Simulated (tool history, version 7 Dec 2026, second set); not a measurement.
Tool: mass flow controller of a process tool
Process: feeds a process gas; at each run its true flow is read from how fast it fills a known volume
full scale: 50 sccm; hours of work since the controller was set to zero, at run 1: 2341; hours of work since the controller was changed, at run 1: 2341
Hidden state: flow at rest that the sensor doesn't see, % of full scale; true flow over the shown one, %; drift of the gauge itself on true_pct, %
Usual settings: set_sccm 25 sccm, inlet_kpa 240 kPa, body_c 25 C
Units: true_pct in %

| run | day | set_sccm | inlet_kpa | body_c | hours of work since the controller was set to zero | hours of work since the controller was changed | true_pct |
|---|---|---|---|---|---|---|---|
| 1 | 0.000 | 25 | 240 | 25 | 2341 | 2341 | 97.88 |
| 2 | 2.838 | 25 | 226 | 25 | 2387 | 2387 | 97.62 |
| 3 | 6.171 | 25 | 226 | 25 | 2441 | 2441 | 97.71 |
| 4 | 9.638 | 25 | 226 | 25 | 2497 | 2497 | 97.60 |
| 5 | 13.138 | 25 | 226 | 25 | 2554 | 2554 | 97.53 |
| 6 | 16.504 | 25 | 226 | 25 | 2608 | 2608 | 97.62 |
| 7 | 20.608 | 25 | 226 | 25 | 2674 | 2674 | 97.50 |
| 8 | 22.617 | 25 | 240 | 33 | 2706 | 2706 | 97.17 |
| 9 | 26.179 | 25 | 240 | 33 | 2764 | 2764 | 97.05 |
| 10 | 29.675 | 25 | 240 | 33 | 2820 | 2820 | 97.08 |
| 11 | 33.608 | 25 | 240 | 33 | 2884 | 2884 | 97.07 |
| 12 | 37.429 | 25 | 240 | 36 | 2946 | 2946 | 96.96 |
| 13 | 40.008 | 25 | 240 | 36 | 2987 | 2987 | 96.86 |
| 14 | 41.829 | 25 | 240 | 36 | 3017 | 3017 | 96.76 |
| 15 | 44.379 | 25 | 240 | 36 | 3058 | 3058 | 96.75 |
| 16 | 47.346 | 25 | 240 | 36 | 3106 | 3106 | 96.77 |
| 17 | 50.288 | 25 | 240 | 36 | 3153 | 3153 | 96.81 |
| 18 | 52.867 | 25 | 159 | 25 | 3195 | 3195 | 97.11 |
| 19 | 57.117 | 25 | 159 | 25 | 3263 | 3263 | 97.23 |
| 20 | 60.550 | 25 | 159 | 25 | 3319 | 3319 | 97.07 |
| 21 | 64.708 | 25 | 159 | 25 | 3386 | 3386 | 97.01 |
| 22 | 67.625 | 25 | 159 | 25 | 3433 | 3433 | 96.88 |
| 23 | 70.267 | 25 | 159 | 25 | 3476 | 3476 | 96.90 |
| 24 | 74.408 | 25 | 159 | 25 | 3542 | 3542 | 96.85 |
| 25 | 78.408 | 25 | 159 | 23 | 3607 | 3607 | 96.88 |
| 26 | 82.142 | 7 | 159 | 23 | 3667 | 3667 | 92.67 |
| 27 | 85.992 | 8 | 255 | 32 | 3729 | 3729 | 92.96 |
| 28 | 89.825 | 9 | 246 | 36 | 3791 | 3791 | 93.21 |
| 29 | 92.238 | 9 | 246 | 36 | 3830 | 3830 | 93.18 |
| 30 | 94.604 | 9 | 246 | 36 | 3868 | 3868 | 93.22 |
| 31 | 96.750 | 25 | 145 | 39 | 3903 | 3903 | 95.98 |
| 32 | 99.967 | 25 | 169 | 39 | 3955 | 3955 | 95.96 |
| 33 | 101.842 | 50 | 149 | 39 | 3985 | 3985 | 97.52 |
| 34 | 105.996 | 25 | 244 | 37 | 4052 | 4052 | 96.28 |
| 35 | 109.858 | 41 | 194 | 33 | 4115 | 4115 | 97.32 |
| 36 | 113.379 | 41 | 220 | 33 | 4171 | 4171 | 97.37 |
| 37 | 117.458 | 41 | 220 | 33 | 4237 | 4237 | 97.29 |
| 38 | 120.033 | 41 | 220 | 33 | 4279 | 4279 | 97.41 |
| 39 | 124.242 | 39 | 220 | 26 | 4347 | 4347 | 97.54 |
| 40 | 127.021 | 8 | 240 | 25 | 4392 | 4392 | 92.49 |
| 41 | 129.058 | 7 | 232 | 38 | 4425 | 4425 | 90.94 |
| 42 | 131.883 | 27 | 224 | 29 | 4470 | 4470 | 96.46 |
| 43 | 134.033 | 27 | 224 | 29 | 4505 | 4505 | 96.45 |
| 44 | 136.604 | 25 | 208 | 39 | 4546 | 4546 | 95.77 |
| 45 | 140.150 | 25 | 208 | 39 | 4604 | 4604 | 95.83 |
| 46 | 144.562 | 25 | 208 | 39 | 4675 | 4675 | 95.74 |
| 47 | 148.988 | 25 | 208 | 39 | 4746 | 4746 | 95.69 |
| 48 | 152.383 | 10 | 248 | 30 | 4801 | 4801 | 92.78 |
| 49 | 156.154 | 13 | 278 | 34 | 4862 | 4862 | 93.79 |

Forecast each of these 3 alternatives for the next run:
| A | 159.583 | 42 | 240 | 28 | 4917 | 4917 | ? |
| B | 159.583 | 6 | 240 | 25 | 4917 | 4917 | ? |
| C | 159.583 | 12 | 199 | 30 | 4917 | 4917 | ? |

| run | true_pct |
|---|---|
| A | 97.55 |
| B | 89.65 |
| C | 93.52 |
Without the tool's hidden state the same runs would have given:
| run | true_pct |
|---|---|
| A | 99.83 |
| B | 98.71 |
| C | 98.62 |
